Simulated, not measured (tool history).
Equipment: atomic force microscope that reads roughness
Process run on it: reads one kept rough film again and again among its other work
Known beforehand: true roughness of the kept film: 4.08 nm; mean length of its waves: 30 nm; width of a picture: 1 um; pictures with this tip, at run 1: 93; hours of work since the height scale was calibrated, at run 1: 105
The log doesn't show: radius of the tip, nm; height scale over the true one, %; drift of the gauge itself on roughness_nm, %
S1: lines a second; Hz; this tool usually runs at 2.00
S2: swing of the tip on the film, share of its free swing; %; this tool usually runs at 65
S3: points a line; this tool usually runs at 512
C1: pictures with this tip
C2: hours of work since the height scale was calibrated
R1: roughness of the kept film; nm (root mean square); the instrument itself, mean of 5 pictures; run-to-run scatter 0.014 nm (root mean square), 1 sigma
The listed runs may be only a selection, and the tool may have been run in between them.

| run | hour | S1 | S2 | S3 | C1 | C2 | R1 |
|---|---|---|---|---|---|---|---|
| 1 | 0.0 | 2.00 | 65 | 512 | 93 | 105 | 2.851 |
| 2 | 9.3 | 2.00 | 65 | 512 | 100 | 109 | 2.850 |
| 3 | 19.3 | 2.00 | 65 | 512 | 108 | 114 | 2.813 |
| 4 | 30.6 | 2.00 | 65 | 512 | 117 | 119 | 2.770 |
| 5 | 43.1 | 2.00 | 65 | 512 | 128 | 126 | 2.719 |
| 6 | 54.7 | 2.00 | 65 | 512 | 137 | 131 | 2.704 |
| 7 | 68.7 | 3.63 | 65 | 512 | 148 | 138 | 2.554 |
| 8 | 79.7 | 2.42 | 65 | 512 | 157 | 143 | 2.593 |
| 9 | 86.2 | 2.42 | 65 | 512 | 162 | 147 | 2.579 |
| 10 | 97.5 | 2.42 | 66 | 512 | 171 | 152 | 2.519 |
| 11 | 109.7 | 2.00 | 65 | 512 | 181 | 158 | 2.549 |
| 12 | 121.1 | 2.00 | 65 | 512 | 190 | 164 | 2.507 |
| 13 | 133.8 | 2.00 | 65 | 512 | 200 | 170 | 2.477 |
| 14 | 146.8 | 2.00 | 69 | 1001 | 211 | 176 | 2.432 |
| 15 | 160.3 | 3.16 | 56 | 559 | 222 | 183 | 2.451 |
| 16 | 174.1 | 2.26 | 71 | 256 | 233 | 189 | 2.289 |
| 17 | 183.4 | 2.32 | 61 | 512 | 240 | 194 | 2.374 |
| 18 | 191.0 | 2.32 | 61 | 512 | 246 | 197 | 2.379 |
| 19 | 201.5 | 0.87 | 66 | 828 | 255 | 203 | 2.397 |

What does the tool deliver on the next run?
| 20 | 213.6 | 0.87 | 66 | 828 | 265 | 209 | ? |

Run 20 produced R1 2.349 nm (root mean square).
Take away the tool's hidden state, keep the run-to-run variation as it was, and the same run would have given R1 3.345 nm (root mean square).
